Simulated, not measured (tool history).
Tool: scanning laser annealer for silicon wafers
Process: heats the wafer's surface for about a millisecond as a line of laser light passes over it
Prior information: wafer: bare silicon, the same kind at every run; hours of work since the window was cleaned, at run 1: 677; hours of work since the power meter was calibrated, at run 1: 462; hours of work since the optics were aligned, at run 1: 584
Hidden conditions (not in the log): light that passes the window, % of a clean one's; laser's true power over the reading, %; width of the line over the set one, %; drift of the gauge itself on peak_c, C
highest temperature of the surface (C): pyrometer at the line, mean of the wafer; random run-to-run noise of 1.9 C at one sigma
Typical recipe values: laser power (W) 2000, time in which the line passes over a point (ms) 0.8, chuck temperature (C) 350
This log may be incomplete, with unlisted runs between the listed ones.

run,hour,laser power (W),time in which the line passes over a point (ms),chuck temperature (C),hours of work since the window was cleaned,hours of work since the power meter was calibrated,hours of work since the optics were aligned,highest temperature of the surface (C)
1,0,2000,0.8,350,677,462,584,1046
2,20.1,2000,0.8,350,692,477,599,1044
3,43.7,2000,0.8,350,710,495,617,1044
4,72,2000,0.8,350,732,517,639,1041
# hour 97.2: window over the wafer cleaned
5,104.3,2000,0.8,350,5,540,662,1084
6,142.6,2000,0.8,350,35,569,691,1081
7,177,2000,0.8,350,61,596,717,1082
8,198,2000,0.8,350,77,612,733,1081
9,231.3,2000,0.591,350,103,637,759,959
10,268.5,2000,0.8,350,131,666,787,1078
11,295.9,2000,0.8,350,152,687,808,1077
# hour 302.1: laser's power meter calibrated
12,315.4,2000,0.8,350,165,10,821,1074
13,338.6,2000,0.8,350,182,28,839,1076
14,367.1,2000,0.8,350,204,50,860,1075
15,405.2,2000,0.8,350,233,79,890,1074
16,421.3,2000,0.943,350,245,91,902,1143
17,442.3,2000,0.692,338,262,107,918,999
18,459.4,2000,0.8,316,275,120,931,1035
19,492.2,2000,0.8,316,300,145,956,1034
# hour 508.9: laser's power meter calibrated, once more
20,523.5,2125,0.8,316,321,11,978,1093
21,557.8,2125,0.8,336,348,37,1004,1110
22,594.3,1893,0.644,343,376,65,1032,928
23,622.1,1893,0.644,343,397,87,1053,922

Consider 5 possible next runs. They are alternatives, not a sequence: every one starts from the tool as it was left by run 23. What does each give?
A,642.2,1893,0.644,387,412,102,1068,?
B,642.2,1759,0.742,344,412,102,1068,?
C,642.2,1743,0.8,350,412,102,1068,?
D,642.2,1718,0.644,351,412,102,1068,?
E,642.2,2000,0.746,333,412,102,1068,?

run,highest temperature of the surface (C)
A,969
B,920
C,942
D,860
E,1015
What these runs would have given with no unlogged condition in the tool:
run,highest temperature of the surface (C)
A,997
B,948
C,970
D,885
E,1048
